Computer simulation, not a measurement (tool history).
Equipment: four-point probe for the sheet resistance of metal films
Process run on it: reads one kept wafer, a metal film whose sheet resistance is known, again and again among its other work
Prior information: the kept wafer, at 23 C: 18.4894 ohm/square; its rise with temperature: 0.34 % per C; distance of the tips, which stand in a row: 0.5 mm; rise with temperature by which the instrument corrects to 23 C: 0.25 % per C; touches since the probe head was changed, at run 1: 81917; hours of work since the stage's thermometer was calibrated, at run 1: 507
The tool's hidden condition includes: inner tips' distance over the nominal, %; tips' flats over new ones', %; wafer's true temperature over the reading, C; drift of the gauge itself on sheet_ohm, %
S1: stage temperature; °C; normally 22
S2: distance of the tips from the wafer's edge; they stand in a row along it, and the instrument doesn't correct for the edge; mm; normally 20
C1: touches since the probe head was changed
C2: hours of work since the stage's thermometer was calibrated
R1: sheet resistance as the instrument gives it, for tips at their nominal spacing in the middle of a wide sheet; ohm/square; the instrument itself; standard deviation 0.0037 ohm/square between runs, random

run	hour	S1	S2	C1	C2	R1
1	0	22	20	81917	507	18.905528
2	43.9	22	31	82972	525	18.904844
3	125.4	22	20	84928	558	18.914163
4	210.7	22	5	86976	593	19.014962
5	295.6	22	20	89015	628	18.925655
# hour 369.8: new probe head fitted
6	370.4	22	20	13	658	18.557972
7	435.6	22	20	1579	685	18.559155
8	510.5	22	20	3378	716	18.57601
9	580	22	20	5045	744	18.573715
10	657.1	22	20	6897	776	18.57833
11	728.3	22	20	8605	805	18.589011
12	791.1	22	20	10114	831	18.590459
13	864.3	22	20	11872	861	18.594734
14	900.9	22	20	12749	876	18.606904
15	988.7	22	20	14858	912	18.609204
16	1053.3	22	60	16408	938	18.604686
17	1133.5	29	20	18335	971	18.738758
18	1170.6	29	20	19224	987	18.744115
19	1236.7	29	20	20811	1014	18.744686
20	1309.9	22	20	22568	1044	18.640297
21	1387.7	22	20	24436	1076	18.646033
22	1439.6	22	20	25682	1097	18.640771
23	1479.7	22	20	26645	1113	18.651987
24	1543.5	25	40	28177	1140	18.702782
25	1612.3	25	40	29830	1168	18.702911
26	1666.1	34	20	31120	1190	18.856038
27	1732.8	18	4	32723	1217	18.755708
28	1820.4	22	3	34826	1253	18.952011
29	1869.8	27	15	36012	1273	18.773339
30	1942.7	27	27	37761	1303	18.770678
31	1988.3	30	6	38858	1322	18.888361
32	2075.1	31	5	40941	1358	18.935046
33	2134.9	32	49	42377	1382	18.859116
34	2189.9	34	21	43696	1405	18.898483
35	2242.7	23	63	44964	1426	18.725291
36	2316.5	28	11	46735	1457	18.832875
37	2376.8	19	44	48184	1481	18.665439
38	2441.2	19	44	49730	1508	18.675268
39	2522.2	19	44	51675	1541	18.681167
40	2598.4	30	35	53503	1572	18.866469
41	2675.2	28	4	55347	1604	18.997211
42	2716	31	3	56327	1621	19.169773
43	2792.9	31	3	58173	1652	19.185604
44	2863.5	31	3	59868	1681	19.185363
45	2929	34	3	61441	1708	19.235119

Alternative continuations, all from the tool just after run 45; predict every row:
A	3000.1	28	20	63148	1737	?
B	3000.1	20	4	63148	1737	?
C	3000.1	23	33	63148	1737	?

run	R1
A	18.871142
B	18.895203
C	18.787233
Without the tool's unlogged condition, the same runs would have read:
run	R1
A	18.572868
B	18.596125
C	18.489915
